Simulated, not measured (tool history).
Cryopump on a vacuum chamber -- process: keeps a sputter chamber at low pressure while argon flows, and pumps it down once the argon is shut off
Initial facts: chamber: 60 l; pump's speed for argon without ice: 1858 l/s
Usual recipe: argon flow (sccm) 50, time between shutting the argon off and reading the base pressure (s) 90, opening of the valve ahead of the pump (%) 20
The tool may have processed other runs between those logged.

run,hour,argon flow (sccm),time between shutting the argon off and reading the base pressure (s),opening of the valve ahead of the pump (%),pressure while argon flows (Pa),pressure after the wait (uPa)
1,0,50,90,20,0.2301,2.06
2,7.6,50,90,20,0.2285,2.13
3,16.8,50,90,20,0.2303,2.14
4,26.8,50,90,56,0.0831,2.09
5,38.6,50,90,56,0.0844,2.17
6,52.4,50,90,20,0.2311,2.14
7,60.5,50,90,20,0.2318,2.18
8,71,50,90,20,0.2303,2.09
9,82.8,50,90,20,0.2315,2.13
10,90,50,90,20,0.232,2.16
11,99.3,50,90,20,0.2303,2.18
12,113.6,50,90,20,0.2318,2.19
13,129.2,50,90,45,0.1032,2.21
14,137.5,50,90,45,0.1045,2.2
15,146.8,50,90,45,0.1054,2.16
16,159.3,50,242,20,0.2303,1.98
17,172.1,50,242,20,0.2319,2
18,184.4,50,43,43,0.1098,2.68
19,193.9,57,135,17,0.31,2.07
20,210.6,50,25,20,0.2311,3.43
21,220,50,25,20,0.2314,3.39
22,228.9,50,25,20,0.2306,3.33
23,240.4,50,56,20,0.2323,2.42
24,251,50,56,20,0.2322,2.43
25,261.9,25,246,46,0.0516,2.05
26,269.7,36,90,34,0.0989,2.32
27,278.2,82,218,16,0.4721,2.01
28,293.7,78,171,59,0.1282,2.1
29,305.4,78,171,59,0.1282,2.1
30,322.1,35,171,54,0.0633,2.12
31,329,56,171,56,0.0969,2.11
32,345.9,23,171,56,0.0398,2.13
33,355.4,65,147,52,0.1204,2.19
34,366.2,50,232,20,0.2343,2.05

Forecast each of these 4 alternatives for the next run:
A,383,73,232,48,?,?
B,383,23,90,22,?,?
C,383,92,93,34,?,?
D,383,61,31,58,?,?

run,pressure while argon flows (Pa),pressure after the wait (uPa)
A,0.1473,2.13
B,0.0986,2.34
C,0.256,2.38
D,0.103,3.11
What these runs would have given with no unlogged condition in the tool:
run,pressure while argon flows (Pa),pressure after the wait (uPa)
A,0.1388,0.32
B,0.0959,0.56
C,0.2453,0.57
D,0.0958,1.35
